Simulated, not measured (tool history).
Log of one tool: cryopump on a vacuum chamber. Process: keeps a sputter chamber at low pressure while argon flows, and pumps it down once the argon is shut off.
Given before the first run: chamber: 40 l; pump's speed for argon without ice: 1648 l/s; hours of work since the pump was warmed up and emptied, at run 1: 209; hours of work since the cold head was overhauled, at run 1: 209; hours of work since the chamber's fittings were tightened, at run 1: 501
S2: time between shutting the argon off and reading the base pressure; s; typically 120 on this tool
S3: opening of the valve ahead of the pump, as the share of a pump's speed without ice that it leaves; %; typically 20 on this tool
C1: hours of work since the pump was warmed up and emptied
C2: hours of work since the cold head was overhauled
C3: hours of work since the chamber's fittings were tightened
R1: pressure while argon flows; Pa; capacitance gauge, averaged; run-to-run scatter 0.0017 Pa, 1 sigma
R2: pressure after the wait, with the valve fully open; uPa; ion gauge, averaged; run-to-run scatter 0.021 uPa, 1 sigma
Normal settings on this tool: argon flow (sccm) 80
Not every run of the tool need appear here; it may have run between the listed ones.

run 1 day=0.000 | argon_flow_(sccm)=80 S2=120 S3=20 | C1=209 C2=209 C3=501 | R1=0.4200 R2=0.86
run 2 day=0.975 | argon_flow_(sccm)=80 S2=120 S3=20 | C1=228 C2=228 C3=519 | R1=0.4226 R2=1.00
run 3 day=1.879 | argon_flow_(sccm)=80 S2=120 S3=20 | C1=246 C2=246 C3=537 | R1=0.4238 R2=0.95
run 4 day=2.358 | argon_flow_(sccm)=51 S2=120 S3=20 | C1=255 C2=255 C3=546 | R1=0.2715 R2=0.91
run 5 day=3.183 | argon_flow_(sccm)=51 S2=120 S3=20 | C1=271 C2=271 C3=562 | R1=0.2720 R2=1.02
run 6 day=4.288 | argon_flow_(sccm)=51 S2=120 S3=20 | C1=292 C2=292 C3=583 | R1=0.2752 R2=0.96
run 7 day=4.979 | argon_flow_(sccm)=51 S2=120 S3=20 | C1=306 C2=306 C3=597 | R1=0.2709 R2=1.05
run 8 day=6.112 | argon_flow_(sccm)=80 S2=120 S3=20 | C1=327 C2=327 C3=619 | R1=0.4304 R2=1.13
run 9 day=7.117 | argon_flow_(sccm)=80 S2=122 S3=20 | C1=347 C2=347 C3=638 | R1=0.4307 R2=1.10
run 10 day=7.721 | argon_flow_(sccm)=80 S2=122 S3=20 | C1=359 C2=359 C3=650 | R1=0.4313 R2=1.11
-- day=8.442 pump warmed up, emptied and cooled again
run 11 day=8.800 | argon_flow_(sccm)=80 S2=122 S3=20 | C1=7 C2=375 C3=667 | R1=0.4093 R2=0.92
run 12 day=9.875 | argon_flow_(sccm)=42 S2=120 S3=20 | C1=28 C2=396 C3=687 | R1=0.2150 R2=0.96
run 13 day=10.704 | argon_flow_(sccm)=80 S2=120 S3=20 | C1=44 C2=412 C3=703 | R1=0.4151 R2=1.02
run 14 day=11.821 | argon_flow_(sccm)=80 S2=120 S3=20 | C1=65 C2=434 C3=725 | R1=0.4147 R2=1.01
run 15 day=12.375 | argon_flow_(sccm)=80 S2=120 S3=20 | C1=76 C2=444 C3=736 | R1=0.4114 R2=1.05
run 16 day=13.229 | argon_flow_(sccm)=93 S2=254 S3=47 | C1=93 C2=461 C3=752 | R1=0.2104 R2=0.92
run 17 day=14.000 | argon_flow_(sccm)=93 S2=254 S3=47 | C1=107 C2=476 C3=767 | R1=0.2113 R2=0.91
run 18 day=14.717 | argon_flow_(sccm)=43 S2=120 S3=20 | C1=121 C2=490 C3=781 | R1=0.2239 R2=1.12
run 19 day=15.721 | argon_flow_(sccm)=112 S2=120 S3=20 | C1=141 C2=509 C3=800 | R1=0.5840 R2=1.12
run 20 day=16.333 | argon_flow_(sccm)=155 S2=35 S3=21 | C1=152 C2=521 C3=812 | R1=0.7706 R2=1.68
run 21 day=16.808 | argon_flow_(sccm)=83 S2=40 S3=20 | C1=162 C2=530 C3=821 | R1=0.4360 R2=1.58
run 22 day=17.696 | argon_flow_(sccm)=83 S2=40 S3=20 | C1=179 C2=547 C3=838 | R1=0.4366 R2=1.67
run 23 day=18.612 | argon_flow_(sccm)=36 S2=120 S3=32 | C1=197 C2=565 C3=856 | R1=0.1217 R2=1.16
run 24 day=19.296 | argon_flow_(sccm)=131 S2=162 S3=29 | C1=210 C2=578 C3=869 | R1=0.4851 R2=1.16
run 25 day=19.958 | argon_flow_(sccm)=131 S2=162 S3=29 | C1=223 C2=591 C3=882 | R1=0.4852 R2=1.11
run 26 day=20.954 | argon_flow_(sccm)=80 S2=199 S3=31 | C1=242 C2=610 C3=901 | R1=0.2802 R2=1.18
run 27 day=21.954 | argon_flow_(sccm)=37 S2=120 S3=20 | C1=261 C2=629 C3=921 | R1=0.1979 R2=1.28
run 28 day=22.958 | argon_flow_(sccm)=32 S2=25 S3=28 | C1=280 C2=649 C3=940 | R1=0.1244 R2=2.21

Run 29 has not been measured yet. What should we expect?
run 29 day=23.496 | argon_flow_(sccm)=113 S2=117 S3=28 | C1=291 C2=659 C3=950 | R1=? R2=?

R1: 0.4405 Pa
R2: 1.33 uPa
The same run, on a tool lacking any hidden state, would have yielded R1 0.4131 Pa, R2 0.41 uPa.
